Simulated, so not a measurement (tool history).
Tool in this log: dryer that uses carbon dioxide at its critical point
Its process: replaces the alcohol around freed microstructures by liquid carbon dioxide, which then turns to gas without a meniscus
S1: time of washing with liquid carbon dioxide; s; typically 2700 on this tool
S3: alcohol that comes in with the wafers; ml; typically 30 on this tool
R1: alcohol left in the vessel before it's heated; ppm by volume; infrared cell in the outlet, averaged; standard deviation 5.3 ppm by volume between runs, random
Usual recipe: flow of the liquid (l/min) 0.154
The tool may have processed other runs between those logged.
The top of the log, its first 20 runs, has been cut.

run 21 hour=153.2 | S1=3600 flow_of_the_liquid_(l/min)=0.196 S3=30 | R1=39
run 22 hour=159.5 | S1=3600 flow_of_the_liquid_(l/min)=0.196 S3=30 | R1=51
run 23 hour=165.0 | S1=2880 flow_of_the_liquid_(l/min)=0.218 S3=89 | R1=62
run 24 hour=170.8 | S1=1920 flow_of_the_liquid_(l/min)=0.261 S3=30 | R1=77
run 25 hour=181.8 | S1=2700 flow_of_the_liquid_(l/min)=0.127 S3=30 | R1=445
run 26 hour=186.5 | S1=2700 flow_of_the_liquid_(l/min)=0.127 S3=30 | R1=443
run 27 hour=191.3 | S1=2700 flow_of_the_liquid_(l/min)=0.108 S3=30 | R1=839
run 28 hour=202.3 | S1=4200 flow_of_the_liquid_(l/min)=0.154 S3=68 | R1=54
run 29 hour=210.2 | S1=3840 flow_of_the_liquid_(l/min)=0.117 S3=90 | R1=377
run 30 hour=216.1 | S1=2100 flow_of_the_liquid_(l/min)=0.130 S3=29 | R1=997
run 31 hour=227.1 | S1=2700 flow_of_the_liquid_(l/min)=0.154 S3=46 | R1=273
run 32 hour=234.7 | S1=2700 flow_of_the_liquid_(l/min)=0.154 S3=46 | R1=285
run 33 hour=242.4 | S1=3420 flow_of_the_liquid_(l/min)=0.110 S3=70 | R1=720

Consider 4 possible next runs. They are alternatives, not a sequence: every one starts from the tool as it was left by run 33. What does each give?
run A hour=248.2 | S1=1920 flow_of_the_liquid_(l/min)=0.153 S3=120 | R1=?
run B hour=248.2 | S1=3180 flow_of_the_liquid_(l/min)=0.128 S3=39 | R1=?
run C hour=248.2 | S1=1680 flow_of_the_liquid_(l/min)=0.110 S3=34 | R1=?
run D hour=248.2 | S1=2700 flow_of_the_liquid_(l/min)=0.124 S3=23 | R1=?

run=A R1=3075
run=B R1=294
run=C R1=3564
run=D R1=413
Had the tool no hidden state, the same runs would have come out as:
run=A R1=2563
run=B R1=196
run=C R1=3176
run=D R1=302
